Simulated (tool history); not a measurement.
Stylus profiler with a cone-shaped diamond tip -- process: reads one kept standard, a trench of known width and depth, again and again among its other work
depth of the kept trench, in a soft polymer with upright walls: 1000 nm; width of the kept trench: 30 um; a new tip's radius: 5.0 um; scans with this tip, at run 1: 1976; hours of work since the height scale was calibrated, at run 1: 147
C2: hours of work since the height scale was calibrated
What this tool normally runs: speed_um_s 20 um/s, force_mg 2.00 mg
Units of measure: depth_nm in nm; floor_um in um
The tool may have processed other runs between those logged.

run 1 hour=0.0 | speed_um_s=20 force_mg=2.00 | scans_with_this_tip=1976 C2=147 | depth_nm=1014.32 floor_um=23.91
run 2 hour=30.2 | speed_um_s=21 force_mg=2.00 | scans_with_this_tip=2265 C2=168 | depth_nm=1014.28 floor_um=23.92
run 3 hour=53.7 | speed_um_s=20 force_mg=2.00 | scans_with_this_tip=2490 C2=185 | depth_nm=1013.87 floor_um=23.96
run 4 hour=83.8 | speed_um_s=20 force_mg=2.00 | scans_with_this_tip=2779 C2=206 | depth_nm=1014.27 floor_um=23.87
run 5 hour=106.9 | speed_um_s=20 force_mg=2.00 | scans_with_this_tip=3001 C2=223 | depth_nm=1014.06 floor_um=23.92
run 6 hour=131.4 | speed_um_s=20 force_mg=2.00 | scans_with_this_tip=3235 C2=240 | depth_nm=1014.01 floor_um=23.91
run 7 hour=165.7 | speed_um_s=70 force_mg=2.00 | scans_with_this_tip=3563 C2=264 | depth_nm=1014.13 floor_um=23.75
run 8 hour=180.8 | speed_um_s=70 force_mg=2.00 | scans_with_this_tip=3708 C2=275 | depth_nm=1014.16 floor_um=23.73
run 9 hour=199.3 | speed_um_s=70 force_mg=2.00 | scans_with_this_tip=3886 C2=288 | depth_nm=1014.14 floor_um=23.67
run 10 hour=213.8 | speed_um_s=70 force_mg=2.00 | scans_with_this_tip=4025 C2=298 | depth_nm=1014.18 floor_um=23.75
run 11 hour=231.6 | speed_um_s=38 force_mg=2.00 | scans_with_this_tip=4195 C2=311 | depth_nm=1014.35 floor_um=23.81
run 12 hour=258.9 | speed_um_s=38 force_mg=2.00 | scans_with_this_tip=4456 C2=330 | depth_nm=1014.14 floor_um=23.87
run 13 hour=286.4 | speed_um_s=38 force_mg=2.00 | scans_with_this_tip=4720 C2=350 | depth_nm=1014.38 floor_um=23.92
run 14 hour=316.4 | speed_um_s=38 force_mg=1.93 | scans_with_this_tip=5007 C2=371 | depth_nm=1013.87 floor_um=23.83
run 15 hour=347.2 | speed_um_s=38 force_mg=1.93 | scans_with_this_tip=5303 C2=393 | depth_nm=1013.84 floor_um=23.80
run 16 hour=381.8 | speed_um_s=38 force_mg=1.93 | scans_with_this_tip=5634 C2=418 | depth_nm=1013.81 floor_um=23.89
run 17 hour=400.4 | speed_um_s=38 force_mg=1.93 | scans_with_this_tip=5813 C2=431 | depth_nm=1013.95 floor_um=23.88
run 18 hour=429.1 | speed_um_s=20 force_mg=3.97 | scans_with_this_tip=6087 C2=451 | depth_nm=1022.19 floor_um=23.93
run 19 hour=446.3 | speed_um_s=57 force_mg=2.00 | scans_with_this_tip=6253 C2=464 | depth_nm=1014.06 floor_um=23.79
run 20 hour=479.6 | speed_um_s=57 force_mg=2.00 | scans_with_this_tip=6571 C2=487 | depth_nm=1014.03 floor_um=23.80
run 21 hour=500.7 | speed_um_s=43 force_mg=2.00 | scans_with_this_tip=6774 C2=502 | depth_nm=1014.21 floor_um=23.85
run 22 hour=517.6 | speed_um_s=38 force_mg=1.39 | scans_with_this_tip=6936 C2=514 | depth_nm=1011.27 floor_um=23.86
run 23 hour=541.8 | speed_um_s=16 force_mg=0.98 | scans_with_this_tip=7168 C2=531 | depth_nm=1008.76 floor_um=23.92
run 24 hour=575.2 | speed_um_s=16 force_mg=0.76 | scans_with_this_tip=7488 C2=555 | depth_nm=1007.57 floor_um=23.87
run 25 hour=606.0 | speed_um_s=76 force_mg=3.18 | scans_with_this_tip=7783 C2=577 | depth_nm=1019.30 floor_um=23.80
run 26 hour=620.6 | speed_um_s=76 force_mg=3.18 | scans_with_this_tip=7923 C2=587 | depth_nm=1019.38 floor_um=23.78
run 27 hour=639.7 | speed_um_s=27 force_mg=4.14 | scans_with_this_tip=8106 C2=601 | depth_nm=1022.89 floor_um=23.93
run 28 hour=660.0 | speed_um_s=49 force_mg=4.28 | scans_with_this_tip=8300 C2=615 | depth_nm=1023.63 floor_um=23.84
run 29 hour=685.9 | speed_um_s=49 force_mg=4.28 | scans_with_this_tip=8548 C2=634 | depth_nm=1023.56 floor_um=23.81
run 30 hour=700.8 | speed_um_s=61 force_mg=1.35 | scans_with_this_tip=8691 C2=644 | depth_nm=1010.89 floor_um=23.73
run 31 hour=721.7 | speed_um_s=9 force_mg=1.35 | scans_with_this_tip=8892 C2=659 | depth_nm=1011.07 floor_um=23.94

Forecast run 32:
run 32 hour=745.6 | speed_um_s=9 force_mg=1.35 | scans_with_this_tip=9120 C2=676 | depth_nm=? floor_um=?

{"run 32": {"depth_nm": 1010.83, "floor_um": 23.95}}
With no hidden state in the tool, this same run would have given depth_nm 1010.83 nm, floor_um 23.96 um.

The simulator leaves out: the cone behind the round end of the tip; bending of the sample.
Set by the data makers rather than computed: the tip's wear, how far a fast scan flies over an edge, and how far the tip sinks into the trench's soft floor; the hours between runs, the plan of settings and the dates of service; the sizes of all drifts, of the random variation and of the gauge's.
